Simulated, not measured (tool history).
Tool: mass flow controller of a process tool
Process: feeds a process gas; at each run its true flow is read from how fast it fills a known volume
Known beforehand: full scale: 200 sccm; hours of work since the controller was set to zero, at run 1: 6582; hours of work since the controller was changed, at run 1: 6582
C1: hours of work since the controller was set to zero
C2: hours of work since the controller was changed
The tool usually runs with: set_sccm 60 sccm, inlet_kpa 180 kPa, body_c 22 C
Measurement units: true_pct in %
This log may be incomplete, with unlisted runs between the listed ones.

Run 1, hour 0.0: usual settings; C1 6582; C2 6582. Result: true_pct 99.68 %.
At hour 66.3: controller's zero set anew.
Run 2, hour 377.4: usual settings; C1 159; C2 6774. Result: true_pct 99.75 %.
Run 3, hour 625.5: usual settings but inlet_kpa 185 kPa; C1 286; C2 6901. Result: true_pct 99.85 %.
Run 4, hour 1029.4: usual settings but inlet_kpa 185 kPa; C1 493; C2 7108. Result: true_pct 99.85 %.
Run 5, hour 1488.1: usual settings; C1 728; C2 7343. Result: true_pct 99.66 %.
At hour 1856.2: controller exchanged for a calibrated one.
Run 6, hour 1862.1: usual settings; C1 3; C2 3. Result: true_pct 99.85 %.
Run 7, hour 2230.5: usual settings; C1 192; C2 192. Result: true_pct 99.83 %.
Run 8, hour 2690.0: usual settings; C1 427; C2 427. Result: true_pct 99.88 %.
Run 9, hour 2933.4: usual settings; C1 551; C2 551. Result: true_pct 99.71 %.
Run 10, hour 3196.5: usual settings but set_sccm 56 sccm; C1 686; C2 686. Result: true_pct 99.80 %.
Run 11, hour 3484.7: usual settings but set_sccm 56 sccm; C1 833; C2 833. Result: true_pct 99.88 %.
Run 12, hour 3805.9: usual settings but set_sccm 56 sccm; C1 998; C2 998. Result: true_pct 99.94 %.
Run 13, hour 4106.1: usual settings but set_sccm 56 sccm; C1 1151; C2 1151. Result: true_pct 99.89 %.
Run 14, hour 4457.2: usual settings but set_sccm 56 sccm; C1 1331; C2 1331. Result: true_pct 99.77 %.
Run 15, hour 4671.6: usual settings but set_sccm 56 sccm; C1 1441; C2 1441. Result: true_pct 99.88 %.
Run 16, hour 4985.1: usual settings but set_sccm 56 sccm; C1 1601; C2 1601. Result: true_pct 99.95 %.
Run 17, hour 5455.9: usual settings but set_sccm 30 sccm; C1 1842; C2 1842. Result: true_pct 99.81 %.
Run 18, hour 5846.7: usual settings but set_sccm 30 sccm; C1 2042; C2 2042. Result: true_pct 99.77 %.
Run 19, hour 6228.4: usual settings but set_sccm 30 sccm; C1 2237; C2 2237. Result: true_pct 99.70 %.
Run 20, hour 6476.5: usual settings but set_sccm 30 sccm; C1 2364; C2 2364. Result: true_pct 99.76 %.
Run 21, hour 6710.6: usual settings but set_sccm 172 sccm; C1 2484; C2 2484. Result: true_pct 100.46 %.
Run 22, hour 7183.9: usual settings; C1 2726; C2 2726. Result: true_pct 99.80 %.
Run 23, hour 7472.5: usual settings; C1 2874; C2 2874. Result: true_pct 100.03 %.
Run 24, hour 7773.1: usual settings; C1 3028; C2 3028. Result: true_pct 99.85 %.
Run 25, hour 8235.7: usual settings; C1 3264; C2 3264. Result: true_pct 99.77 %.
Run 26, hour 8587.1: usual settings but set_sccm 177 sccm, body_c 39 C; C1 3444; C2 3444. Result: true_pct 98.42 %.
Run 27, hour 8931.7: usual settings but set_sccm 120 sccm, inlet_kpa 171 kPa, body_c 36 C; C1 3621; C2 3621. Result: true_pct 98.43 %.
Run 28, hour 9248.1: usual settings but set_sccm 33 sccm; C1 3783; C2 3783. Result: true_pct 99.88 %.
Run 29, hour 9707.4: usual settings but set_sccm 33 sccm; C1 4018; C2 4018. Result: true_pct 99.77 %.
Run 30, hour 9945.8: usual settings but set_sccm 154 sccm, inlet_kpa 264 kPa, body_c 29 C; C1 4140; C2 4140. Result: true_pct 98.89 %.
Run 31, hour 10331.2: usual settings but set_sccm 126 sccm, inlet_kpa 184 kPa, body_c 29 C; C1 4337; C2 4337. Result: true_pct 99.29 %.
Run 32, hour 10563.1: usual settings but body_c 37 C; C1 4455; C2 4455. Result: true_pct 98.13 %.
Run 33, hour 10814.3: usual settings but inlet_kpa 268 kPa, body_c 28 C; C1 4584; C2 4584. Result: true_pct 98.72 %.
Run 34, hour 11128.7: usual settings but inlet_kpa 268 kPa, body_c 28 C; C1 4745; C2 4745. Result: true_pct 98.75 %.
Run 35, hour 11380.4: usual settings but set_sccm 130 sccm, body_c 23 C; C1 4874; C2 4874. Result: true_pct 99.86 %.
Run 36, hour 11645.1: usual settings but inlet_kpa 168 kPa, body_c 26 C; C1 5009; C2 5009. Result: true_pct 99.37 %.
Run 37, hour 12136.9: usual settings but set_sccm 118 sccm, inlet_kpa 183 kPa, body_c 27 C; C1 5261; C2 5261. Result: true_pct 99.53 %.
Run 38, hour 12426.6: usual settings but set_sccm 80 sccm, inlet_kpa 229 kPa, body_c 33 C; C1 5409; C2 5409. Result: true_pct 98.21 %.
Run 39, hour 12942.8: usual settings but inlet_kpa 152 kPa, body_c 30 C; C1 5673; C2 5673. Result: true_pct 99.21 %.
Run 40, hour 13393.2: usual settings but inlet_kpa 152 kPa, body_c 30 C; C1 5904; C2 5904. Result: true_pct 99.12 %.
Run 41, hour 13819.9: usual settings but set_sccm 115 sccm, inlet_kpa 178 kPa, body_c 30 C; C1 6122; C2 6122. Result: true_pct 99.17 %.
Run 42, hour 14275.1: usual settings but set_sccm 115 sccm, inlet_kpa 178 kPa, body_c 30 C; C1 6355; C2 6355. Result: true_pct 99.12 %.
Run 43, hour 14551.9: usual settings but set_sccm 107 sccm, inlet_kpa 234 kPa, body_c 30 C; C1 6497; C2 6497. Result: true_pct 98.84 %.
At hour 14785.4: controller's zero set anew.
Run 44, hour 14934.4: usual settings but set_sccm 107 sccm, inlet_kpa 234 kPa, body_c 30 C; C1 76; C2 6692. Result: true_pct 98.86 %.
Run 45, hour 15425.1: usual settings but body_c 31 C; C1 327; C2 6943. Result: true_pct 98.89 %.
Run 46, hour 15647.7: usual settings but set_sccm 61 sccm, inlet_kpa 211 kPa; C1 441; C2 7057. Result: true_pct 99.63 %.
Run 47, hour 15900.0: usual settings but set_sccm 66 sccm, inlet_kpa 141 kPa, body_c 25 C; C1 570; C2 7186. Result: true_pct 99.86 %.
Run 48, hour 16331.7: usual settings but set_sccm 76 sccm, inlet_kpa 157 kPa; C1 791; C2 7407. Result: true_pct 100.14 %.

Each row is a separate what-if for the run after 48, all from the same tool condition, not one after another. Results?
At hour 16582.7: controller exchanged for a calibrated one.
Run A, hour 16622.8: usual settings but set_sccm 76 sccm, inlet_kpa 153 kPa, body_c 37 C; C1 21; C2 21. Result: true_pct ?.
At hour 16582.7: controller exchanged for a calibrated one.
Run B, hour 16622.8: usual settings but set_sccm 94 sccm, inlet_kpa 157 kPa, body_c 31 C; C1 21; C2 21. Result: true_pct ?.
At hour 16582.7: controller exchanged for a calibrated one.
Run C, hour 16622.8: usual settings but set_sccm 168 sccm, inlet_kpa 215 kPa, body_c 29 C; C1 21; C2 21. Result: true_pct ?.
At hour 16582.7: controller exchanged for a calibrated one.
Run D, hour 16622.8: usual settings but set_sccm 163 sccm; C1 21; C2 21. Result: true_pct ?.

run  true_pct
  A     98.32
  B     99.12
  C     99.35
  D    100.30
Stripped of hidden state, with their random variation kept, the same runs would have yielded:
run  true_pct
  A     98.32
  B     99.12
  C     99.35
  D    100.30

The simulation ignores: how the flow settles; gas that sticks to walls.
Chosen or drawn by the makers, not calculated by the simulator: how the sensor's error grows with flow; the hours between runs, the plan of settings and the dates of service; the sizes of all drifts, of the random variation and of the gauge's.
